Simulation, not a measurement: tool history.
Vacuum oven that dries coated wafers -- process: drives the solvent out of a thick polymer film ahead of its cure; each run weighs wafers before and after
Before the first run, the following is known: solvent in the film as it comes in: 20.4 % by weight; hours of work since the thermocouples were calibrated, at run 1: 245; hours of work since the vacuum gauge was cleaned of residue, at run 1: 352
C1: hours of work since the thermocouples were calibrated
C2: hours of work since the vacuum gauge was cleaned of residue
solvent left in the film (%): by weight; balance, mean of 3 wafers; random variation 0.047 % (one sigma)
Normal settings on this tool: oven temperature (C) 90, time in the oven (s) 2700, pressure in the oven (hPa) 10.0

Run 1, hour 0.0: usual settings; C1 245; C2 352. Result: solvent left in the film (%) 1.85.
Run 2, hour 15.7: usual settings; C1 255; C2 362. Result: solvent left in the film (%) 1.94.
Run 3, hour 28.2: usual settings; C1 262; C2 369. Result: solvent left in the film (%) 1.92.
Run 4, hour 44.4: usual settings; C1 272; C2 379. Result: solvent left in the film (%) 1.90.
Run 5, hour 60.6: usual settings but oven temperature (C) 93; C1 282; C2 389. Result: solvent left in the film (%) 1.20.
Run 6, hour 72.4: usual settings but oven temperature (C) 93; C1 289; C2 396. Result: solvent left in the film (%) 1.27.
Run 7, hour 80.8: usual settings but oven temperature (C) 93; C1 295; C2 402. Result: solvent left in the film (%) 1.23.
Run 8, hour 90.0: usual settings but time in the oven (s) 3900; C1 300; C2 407. Result: solvent left in the film (%) 1.03.
Run 9, hour 99.4: usual settings but time in the oven (s) 3900; C1 306; C2 413. Result: solvent left in the film (%) 1.02.
Run 10, hour 109.9: usual settings but time in the oven (s) 3900, pressure in the oven (hPa) 25.6; C1 312; C2 419. Result: solvent left in the film (%) 1.82.
Run 11, hour 126.4: usual settings; C1 323; C2 430. Result: solvent left in the film (%) 1.89.
Run 12, hour 142.7: usual settings but oven temperature (C) 97; C1 333; C2 440. Result: solvent left in the film (%) 0.71.
Run 13, hour 152.2: usual settings but oven temperature (C) 97; C1 338; C2 445. Result: solvent left in the film (%) 0.71.
Run 14, hour 165.2: usual settings but oven temperature (C) 97; C1 346; C2 453. Result: solvent left in the film (%) 0.77.
Run 15, hour 174.1: usual settings but oven temperature (C) 83, pressure in the oven (hPa) 26.0; C1 352; C2 459. Result: solvent left in the film (%) 5.18.
Run 16, hour 183.2: usual settings but oven temperature (C) 97, pressure in the oven (hPa) 11.8; C1 357; C2 464. Result: solvent left in the film (%) 0.86.
Run 17, hour 192.3: usual settings but oven temperature (C) 97, pressure in the oven (hPa) 11.8; C1 363; C2 470. Result: solvent left in the film (%) 0.80.
Run 18, hour 202.7: usual settings but oven temperature (C) 77, pressure in the oven (hPa) 11.8; C1 369; C2 476. Result: solvent left in the film (%) 7.00.
Run 19, hour 215.0: usual settings but pressure in the oven (hPa) 18.1; C1 377; C2 484. Result: solvent left in the film (%) 2.30.
Run 20, hour 228.2: usual settings but pressure in the oven (hPa) 18.1; C1 385; C2 492. Result: solvent left in the film (%) 2.36.
Run 21, hour 241.2: usual settings but oven temperature (C) 91, time in the oven (s) 4320, pressure in the oven (hPa) 19.1; C1 393; C2 500. Result: solvent left in the film (%) 1.27.
Run 22, hour 249.3: usual settings but oven temperature (C) 91, time in the oven (s) 4320, pressure in the oven (hPa) 29.0; C1 398; C2 505. Result: solvent left in the film (%) 1.74.
Run 23, hour 260.4: usual settings but oven temperature (C) 105, time in the oven (s) 1380, pressure in the oven (hPa) 23.8; C1 405; C2 512. Result: solvent left in the film (%) 1.28.
Run 24, hour 272.4: usual settings but oven temperature (C) 86; C1 412; C2 519. Result: solvent left in the film (%) 3.28.
Run 25, hour 280.0: usual settings but oven temperature (C) 86, pressure in the oven (hPa) 7.0; C1 417; C2 524. Result: solvent left in the film (%) 3.15.
Run 26, hour 289.9: usual settings but oven temperature (C) 86; C1 423; C2 530. Result: solvent left in the film (%) 3.23.
Run 27, hour 301.6: usual settings but oven temperature (C) 86; C1 430; C2 537. Result: solvent left in the film (%) 3.27.
Run 28, hour 315.3: usual settings but oven temperature (C) 78, time in the oven (s) 3540, pressure in the oven (hPa) 8.5; C1 439; C2 545. Result: solvent left in the film (%) 4.92.

Predict each of these 5 candidate next runs independently; none follows another, all start after run 28:
Run A, hour 330.9: usual settings but oven temperature (C) 97, time in the oven (s) 3900, pressure in the oven (hPa) 25.4; C1 448; C2 555. Result: solvent left in the film (%) ?.
Run B, hour 330.9: usual settings but pressure in the oven (hPa) 12.9; C1 448; C2 555. Result: solvent left in the film (%) ?.
Run C, hour 330.9: usual settings but oven temperature (C) 79, time in the oven (s) 4680, pressure in the oven (hPa) 8.8; C1 448; C2 555. Result: solvent left in the film (%) ?.
Run D, hour 330.9: usual settings but pressure in the oven (hPa) 26.3; C1 448; C2 555. Result: solvent left in the film (%) ?.
Run E, hour 330.9: usual settings but oven temperature (C) 82, time in the oven (s) 4200, pressure in the oven (hPa) 15.1; C1 448; C2 555. Result: solvent left in the film (%) ?.

run  solvent left in the film (%)
  A                          1.21
  B                          2.16
  C                          3.17
  D                          2.83
  E                          2.97
The same runs, with their run-to-run variation unchanged, on a tool lacking any hidden condition would have given:
run  solvent left in the film (%)
  A                          1.15
  B                          1.97
  C                          2.91
  D                          2.64
  E                          2.74
